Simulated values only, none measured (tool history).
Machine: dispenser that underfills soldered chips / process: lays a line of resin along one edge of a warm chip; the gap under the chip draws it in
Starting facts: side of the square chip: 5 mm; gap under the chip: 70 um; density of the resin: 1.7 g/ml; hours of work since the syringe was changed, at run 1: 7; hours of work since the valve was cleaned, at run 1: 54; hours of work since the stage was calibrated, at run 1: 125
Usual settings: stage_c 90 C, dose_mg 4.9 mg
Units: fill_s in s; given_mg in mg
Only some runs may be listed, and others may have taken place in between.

run	day	stage_c	dose_mg	hours of work since the syringe was changed	hours of work since the valve was cleaned	hours of work since the stage was calibrated	fill_s	given_mg
1	0	90	4.9	7	54	125	11.8	4.791
2	0.138	90	4.9	10	56	127	13.2	4.786
# day 0.242: new syringe of resin
3	0.321	90	4.9	1	59	129	9	4.789
4	0.492	90	4.9	4	61	132	10.4	4.784
5	0.688	90	4.9	7	64	135	11.2	4.78
6	0.833	90	4.9	9	67	137	13	4.768
# day 0.954: new syringe of resin
7	0.954	90	4.9	0	68	139	8.4	4.774
8	1.104	90	4.9	2	71	142	10	4.772
9	1.312	90	4.9	6	74	145	10.7	4.756
10	1.492	89	4.9	8	77	148	14.1	4.749
# day 1.662: new syringe of resin
11	1.733	89	4.9	1	80	151	9	4.741
12	1.917	89	4.9	4	83	154	10.8	4.736
# day 2.1: dispensing valve cleaned and set on the balance
13	2.192	89	4.9	8	1	158	12.7	4.902
14	2.375	102	4.9	11	4	161	10.3	4.882
# day 2.425: new syringe of resin
15	2.575	102	6.11	2	7	164	6.4	6.106
16	2.7	104	6.11	4	9	166	6.8	6.104
17	2.858	104	6.11	7	12	168	8	6.081
18	3.05	104	6.11	10	15	171	9.4	6.074
# day 3.129: new syringe of resin
19	3.254	86	4.48	2	18	174	10.7	4.465
20	3.45	84	5.32	5	21	177	12.3	5.293
21	3.679	103	5.37	9	24	181	9.2	5.329
22	3.817	97	4.9	11	27	183	11.6	4.862
# day 3.842: new syringe of resin
23	3.942	97	4.9	2	28	185	7.4	4.853
24	4.092	97	4.9	4	31	187	8	4.86

Entry by entry between the runs, the difference in hidden state between the last listed run before and the first listed run after:
Between runs 2 and 3: new syringe of resin (day 0.242)
  resin's viscosity, % of fresh resin's: 161.2 -> 105.1; dose that the valve gives, % of what is set: 97.8 -> 97.72; true chip temperature over the reading, C: 0.75 -> 0.77
  measured result minus the result with no hidden state, fill_s: +4.8 -> +0.3 s; given_mg: -0.108 -> -0.112 mg
Between runs 6 and 7: new syringe of resin (day 0.954)
  resin's viscosity, % of fresh resin's: 157.4 -> 102; dose that the valve gives, % of what is set: 97.45 -> 97.39; true chip temperature over the reading, C: 0.8 -> 0.81
  measured result minus the result with no hidden state, fill_s: +4.6 -> +0 s; given_mg: -0.125 -> -0.128 mg
Between runs 10 and 11: new syringe of resin (day 1.662)
  resin's viscosity, % of fresh resin's: 155.7 -> 106.8; dose that the valve gives, % of what is set: 97.08 -> 96.96; true chip temperature over the reading, C: 0.85 -> 0.86
  measured result minus the result with no hidden state, fill_s: +4.6 -> +0.4 s; given_mg: -0.143 -> -0.149 mg
Between runs 12 and 13: dispensing valve cleaned and set on the balance (day 2.1)
  resin's viscosity, % of fresh resin's: 123.4 -> 148.3; dose that the valve gives, % of what is set: 96.85 -> 100.1; true chip temperature over the reading, C: 0.88 -> 0.89
  measured result minus the result with no hidden state, fill_s: +1.8 -> +3.8 s; given_mg: -0.154 -> +0.005 mg
Between runs 14 and 15: new syringe of resin (day 2.425)
  resin's viscosity, % of fresh resin's: 171.5 -> 111.5; dose that the valve gives, % of what is set: 100 -> 99.9; true chip temperature over the reading, C: 0.91 -> 0.92
  measured result minus the result with no hidden state, fill_s: +4.2 -> +0.5 s; given_mg: +0 -> -0.006 mg
Between runs 18 and 19: new syringe of resin (day 3.129)
  resin's viscosity, % of fresh resin's: 161.9 -> 110.3; dose that the valve gives, % of what is set: 99.63 -> 99.52; true chip temperature over the reading, C: 0.95 -> 0.97
  measured result minus the result with no hidden state, fill_s: +3.4 -> +0.7 s; given_mg: -0.022 -> -0.021 mg
Between runs 22 and 23: new syringe of resin (day 3.842)
  resin's viscosity, % of fresh resin's: 171.3 -> 108.9; dose that the valve gives, % of what is set: 99.22 -> 99.15; true chip temperature over the reading, C: 1.01 -> 1.02
  measured result minus the result with no hidden state, fill_s: +4.6 -> +0.4 s; given_mg: -0.038 -> -0.042 mg

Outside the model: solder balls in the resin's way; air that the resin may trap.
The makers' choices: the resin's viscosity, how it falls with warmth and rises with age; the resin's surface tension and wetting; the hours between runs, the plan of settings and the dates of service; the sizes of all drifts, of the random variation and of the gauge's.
